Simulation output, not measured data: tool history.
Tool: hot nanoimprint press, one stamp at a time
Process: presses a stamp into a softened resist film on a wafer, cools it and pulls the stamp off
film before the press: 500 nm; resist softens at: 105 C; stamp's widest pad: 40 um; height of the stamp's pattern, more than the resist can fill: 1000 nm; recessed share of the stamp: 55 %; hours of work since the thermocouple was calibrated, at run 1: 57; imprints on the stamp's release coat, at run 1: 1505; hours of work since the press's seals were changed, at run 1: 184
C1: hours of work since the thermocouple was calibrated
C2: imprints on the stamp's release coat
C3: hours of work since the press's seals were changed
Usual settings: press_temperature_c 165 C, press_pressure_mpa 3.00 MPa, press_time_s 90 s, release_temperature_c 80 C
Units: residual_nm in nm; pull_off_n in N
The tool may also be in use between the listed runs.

{"run": 1, "day": 0.0, "press_temperature_c": 165, "press_pressure_mpa": 3.0, "press_time_s": 90, "release_temperature_c": 80, "C1": 57, "C2": 1505, "C3": 184, "residual_nm": 180.8, "pull_off_n": 173}
{"run": 2, "day": 1.321, "press_temperature_c": 165, "press_pressure_mpa": 3.0, "press_time_s": 90, "release_temperature_c": 80, "C1": 79, "C2": 1661, "C3": 206, "residual_nm": 182.2, "pull_off_n": 175}
{"run": 3, "day": 2.546, "press_temperature_c": 165, "press_pressure_mpa": 3.0, "press_time_s": 90, "release_temperature_c": 80, "C1": 100, "C2": 1805, "C3": 227, "residual_nm": 180.4, "pull_off_n": 169}
{"run": 4, "day": 3.304, "press_temperature_c": 165, "press_pressure_mpa": 3.0, "press_time_s": 90, "release_temperature_c": 80, "C1": 113, "C2": 1895, "C3": 240, "residual_nm": 181.6, "pull_off_n": 163}
{"run": 5, "day": 3.967, "press_temperature_c": 165, "press_pressure_mpa": 3.0, "press_time_s": 90, "release_temperature_c": 80, "C1": 124, "C2": 1973, "C3": 251, "residual_nm": 182.5, "pull_off_n": 171}
{"day": 5.392, "done": "stamp cleaned and given a new release coat"}
{"run": 6, "day": 5.392, "press_temperature_c": 165, "press_pressure_mpa": 3.0, "press_time_s": 90, "release_temperature_c": 80, "C1": 144, "C2": 0, "C3": 271, "residual_nm": 182.4, "pull_off_n": 168}
{"run": 7, "day": 6.05, "press_temperature_c": 165, "press_pressure_mpa": 3.0, "press_time_s": 90, "release_temperature_c": 80, "C1": 156, "C2": 77, "C3": 283, "residual_nm": 180.8, "pull_off_n": 167}
{"run": 8, "day": 6.721, "press_temperature_c": 165, "press_pressure_mpa": 3.0, "press_time_s": 90, "release_temperature_c": 83, "C1": 167, "C2": 157, "C3": 294, "residual_nm": 178.7, "pull_off_n": 153}
{"run": 9, "day": 7.754, "press_temperature_c": 165, "press_pressure_mpa": 3.0, "press_time_s": 90, "release_temperature_c": 80, "C1": 185, "C2": 279, "C3": 312, "residual_nm": 180.0, "pull_off_n": 167}
{"run": 10, "day": 8.621, "press_temperature_c": 165, "press_pressure_mpa": 3.0, "press_time_s": 90, "release_temperature_c": 80, "C1": 200, "C2": 381, "C3": 327, "residual_nm": 181.9, "pull_off_n": 165}
{"run": 11, "day": 9.825, "press_temperature_c": 165, "press_pressure_mpa": 2.22, "press_time_s": 90, "release_temperature_c": 80, "C1": 220, "C2": 523, "C3": 347, "residual_nm": 212.1, "pull_off_n": 164}
{"run": 12, "day": 10.983, "press_temperature_c": 165, "press_pressure_mpa": 2.22, "press_time_s": 90, "release_temperature_c": 80, "C1": 240, "C2": 660, "C3": 367, "residual_nm": 212.1, "pull_off_n": 171}
{"run": 13, "day": 12.254, "press_temperature_c": 165, "press_pressure_mpa": 2.22, "press_time_s": 90, "release_temperature_c": 80, "C1": 262, "C2": 810, "C3": 389, "residual_nm": 211.4, "pull_off_n": 168}
{"run": 14, "day": 13.312, "press_temperature_c": 165, "press_pressure_mpa": 2.22, "press_time_s": 90, "release_temperature_c": 80, "C1": 280, "C2": 935, "C3": 407, "residual_nm": 210.7, "pull_off_n": 169}
{"run": 15, "day": 14.467, "press_temperature_c": 165, "press_pressure_mpa": 2.22, "press_time_s": 107, "release_temperature_c": 80, "C1": 299, "C2": 1072, "C3": 426, "residual_nm": 201.1, "pull_off_n": 164}
{"run": 16, "day": 15.458, "press_temperature_c": 165, "press_pressure_mpa": 3.8, "press_time_s": 90, "release_temperature_c": 80, "C1": 316, "C2": 1189, "C3": 443, "residual_nm": 158.5, "pull_off_n": 172}
{"run": 17, "day": 16.208, "press_temperature_c": 163, "press_pressure_mpa": 3.8, "press_time_s": 59, "release_temperature_c": 67, "C1": 329, "C2": 1278, "C3": 456, "residual_nm": 214.7, "pull_off_n": 217}
{"run": 18, "day": 17.417, "press_temperature_c": 163, "press_pressure_mpa": 3.8, "press_time_s": 59, "release_temperature_c": 67, "C1": 350, "C2": 1421, "C3": 477, "residual_nm": 213.7, "pull_off_n": 215}
{"run": 19, "day": 18.779, "press_temperature_c": 163, "press_pressure_mpa": 3.8, "press_time_s": 59, "release_temperature_c": 67, "C1": 373, "C2": 1582, "C3": 500, "residual_nm": 212.5, "pull_off_n": 219}
{"run": 20, "day": 20.029, "press_temperature_c": 157, "press_pressure_mpa": 1.93, "press_time_s": 99, "release_temperature_c": 71, "C1": 394, "C2": 1730, "C3": 521, "residual_nm": 341.6, "pull_off_n": 209}
{"run": 21, "day": 21.171, "press_temperature_c": 176, "press_pressure_mpa": 3.88, "press_time_s": 90, "release_temperature_c": 65, "C1": 414, "C2": 1864, "C3": 541, "residual_nm": 83.1, "pull_off_n": 228}
{"run": 22, "day": 22.462, "press_temperature_c": 165, "press_pressure_mpa": 1.85, "press_time_s": 90, "release_temperature_c": 81, "C1": 436, "C2": 2017, "C3": 563, "residual_nm": 235.7, "pull_off_n": 168}
{"day": 23.588, "done": "stamp cleaned and given a new release coat"}
{"run": 23, "day": 23.588, "press_temperature_c": 170, "press_pressure_mpa": 3.0, "press_time_s": 165, "release_temperature_c": 69, "C1": 451, "C2": 0, "C3": 578, "residual_nm": 105.0, "pull_off_n": 222}
{"run": 24, "day": 24.871, "press_temperature_c": 173, "press_pressure_mpa": 2.96, "press_time_s": 159, "release_temperature_c": 80, "C1": 473, "C2": 152, "C3": 600, "residual_nm": 87.7, "pull_off_n": 166}
{"run": 25, "day": 25.796, "press_temperature_c": 158, "press_pressure_mpa": 2.96, "press_time_s": 159, "release_temperature_c": 80, "C1": 489, "C2": 261, "C3": 616, "residual_nm": 232.6, "pull_off_n": 171}
{"run": 26, "day": 26.408, "press_temperature_c": 158, "press_pressure_mpa": 2.96, "press_time_s": 159, "release_temperature_c": 80, "C1": 499, "C2": 333, "C3": 626, "residual_nm": 233.1, "pull_off_n": 164}
{"run": 27, "day": 27.225, "press_temperature_c": 158, "press_pressure_mpa": 2.96, "press_time_s": 159, "release_temperature_c": 80, "C1": 513, "C2": 430, "C3": 640, "residual_nm": 231.4, "pull_off_n": 172}
{"run": 28, "day": 28.267, "press_temperature_c": 158, "press_pressure_mpa": 2.96, "press_time_s": 52, "release_temperature_c": 87, "C1": 531, "C2": 553, "C3": 658, "residual_nm": 329.5, "pull_off_n": 138}
{"day": 28.683, "done": "plate thermocouple calibrated"}
{"run": 29, "day": 29.617, "press_temperature_c": 158, "press_pressure_mpa": 2.96, "press_time_s": 52, "release_temperature_c": 87, "C1": 16, "C2": 698, "C3": 679, "residual_nm": 325.4, "pull_off_n": 139}

Forecast each of these 4 alternatives for the next run:
{"run": "A", "day": 30.379, "press_temperature_c": 173, "press_pressure_mpa": 3.0, "press_time_s": 162, "release_temperature_c": 71, "C1": 29, "C2": 788, "C3": 692, "residual_nm": "?", "pull_off_n": "?"}
{"run": "B", "day": 30.379, "press_temperature_c": 160, "press_pressure_mpa": 2.96, "press_time_s": 141, "release_temperature_c": 81, "C1": 29, "C2": 788, "C3": 692, "residual_nm": "?", "pull_off_n": "?"}
{"run": "C", "day": 30.379, "press_temperature_c": 158, "press_pressure_mpa": 2.96, "press_time_s": 95, "release_temperature_c": 88, "C1": 29, "C2": 788, "C3": 692, "residual_nm": "?", "pull_off_n": "?"}
{"run": "D", "day": 30.379, "press_temperature_c": 162, "press_pressure_mpa": 2.96, "press_time_s": 52, "release_temperature_c": 83, "C1": 29, "C2": 788, "C3": 692, "residual_nm": "?", "pull_off_n": "?"}

run=A residual_nm=88.2 pull_off_n=206
run=B residual_nm=210.2 pull_off_n=162
run=C residual_nm=272.8 pull_off_n=135
run=D residual_nm=261.1 pull_off_n=153
Without the tool's hidden state the same runs would have given:
run=A residual_nm=88.2 pull_off_n=205
run=B residual_nm=210.1 pull_off_n=161
run=C residual_nm=272.8 pull_off_n=135
run=D residual_nm=261.0 pull_off_n=153
